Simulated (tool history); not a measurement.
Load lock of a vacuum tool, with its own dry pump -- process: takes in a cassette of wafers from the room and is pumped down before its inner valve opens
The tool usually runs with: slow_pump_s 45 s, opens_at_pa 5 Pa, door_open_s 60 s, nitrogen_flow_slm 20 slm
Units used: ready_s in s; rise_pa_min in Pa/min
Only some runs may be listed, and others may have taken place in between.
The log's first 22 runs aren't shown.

run    hour  slow_pump_s  opens_at_pa  door_open_s  nitrogen_flow_slm  hours that the pump has run since its overhaul  times that the door has closed on its seal  incoming humidity of the room's air, %  ready_s  rise_pa_min
 23  3387.6           82            5           60                 20                                           14227                                       13285                                    41.5    139.1        0.148
 24  3517.5           82            5           60                 20                                           14357                                       13467                                      42    142.6        0.151
 25  3650.8           78           10           49                 14                                           14490                                       13654                                    45.1    132.7        0.153
 26    3853           78           10           49                 14                                           14693                                       13937                                    45.4    131.6        0.152
 27  3976.8           45            5           60                  7                                           14816                                       14111                                    47.8    113.7        0.176
 28  4154.7           45            5           60                  7                                           14994                                       14360                                    43.9    113.8        0.176
 29  4263.4           32            5           47                 20                                           15103                                       14512                                    46.2    105.9        0.164
 30  4396.4           45            6          167                 23                                           15236                                       14699                                    44.9      114        0.202
 31  4595.8           34            9           60                 20                                           15435                                       14978                                    43.6    102.7        0.173
 32  4757.8           71            9           37                  9                                           15597                                       15205                                    42.6    129.9        0.178
 33  4889.6           71            9           37                  9                                           15729                                       15390                                    43.7    130.3        0.185
 34  5014.5           71            9           37                  9                                           15854                                       15565                                    44.2    129.4        0.182
 35  5122.5           28            9          103                  9                                           15962                                       15716                                    43.2     98.4        0.212
 36  5242.2           28            6          103                 44                                           16082                                       15884                                    49.1    102.3        0.186

3 ways to go on from here, each from the tool as it stands after run 36. What would each give?
  A  5339.2           45            5           60                  9                                           16179                                       16020                                    46.4        ?            ?
  B  5339.2           41            5           34                  8                                           16179                                       16020                                    40.9        ?            ?
  C  5339.2           45            7           60                 20                                           16179                                       16020                                    46.7        ?            ?

run  ready_s  rise_pa_min
  A    116.2        0.202
  B    112.3        0.181
  C    113.1        0.188
Had the tool no hidden state, the same runs would have come out as:
run  ready_s  rise_pa_min
  A    100.3        0.053
  B     96.3        0.033
  C       98        0.041
